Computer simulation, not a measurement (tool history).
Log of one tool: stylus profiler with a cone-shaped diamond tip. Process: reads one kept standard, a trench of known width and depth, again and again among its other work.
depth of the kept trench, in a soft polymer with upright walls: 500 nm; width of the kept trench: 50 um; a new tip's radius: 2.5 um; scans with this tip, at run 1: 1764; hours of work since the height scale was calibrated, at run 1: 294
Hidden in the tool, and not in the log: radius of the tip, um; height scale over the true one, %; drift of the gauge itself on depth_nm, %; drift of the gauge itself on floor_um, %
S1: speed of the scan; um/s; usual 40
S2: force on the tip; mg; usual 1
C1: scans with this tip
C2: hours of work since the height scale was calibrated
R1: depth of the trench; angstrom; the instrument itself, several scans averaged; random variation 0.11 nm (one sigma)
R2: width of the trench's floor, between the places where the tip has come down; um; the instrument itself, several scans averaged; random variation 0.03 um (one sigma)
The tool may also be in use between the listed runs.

run,hour,S1,S2,C1,C2,R1,R2
1,0,40,1,1764,294,5033.5,46.33
2,28.2,139,1,1854,309,5036.1,45.64
3,66.1,139,1,1974,329,5035.7,45.64
4,110.2,139,1,2115,352,5034.2,45.58
5,165.6,139,1,2291,382,5035.7,45.55
6,206.4,139,1,2421,403,5033.4,45.48
7,235.2,117,0.39,2513,419,5016.3,45.13
8,287.3,62,0.37,2679,446,5015.5,45.69
9,344.5,13,0.34,2861,477,5015.7,46.18
10,405.6,12,1.28,3056,509,5040.5,46.27
11,434.5,12,1.28,3148,524,5037.7,46.25

Some steps in R1 between neighbouring runs. How much of each would the tool show without its hidden state too (settings, what came in, random variation), and how much is left for the hidden state, with any gauge scatter that isn't in both results?
Run 4 -> 5: no setting changed, nothing entered. R1 +1.5 angstrom: hidden state -0.5, all else +2.
Run 9 -> 10: S1 13 -> 12, S2 0.34 -> 1.28. R1 +24.8 angstrom: hidden state -0.4, all else +25.2.
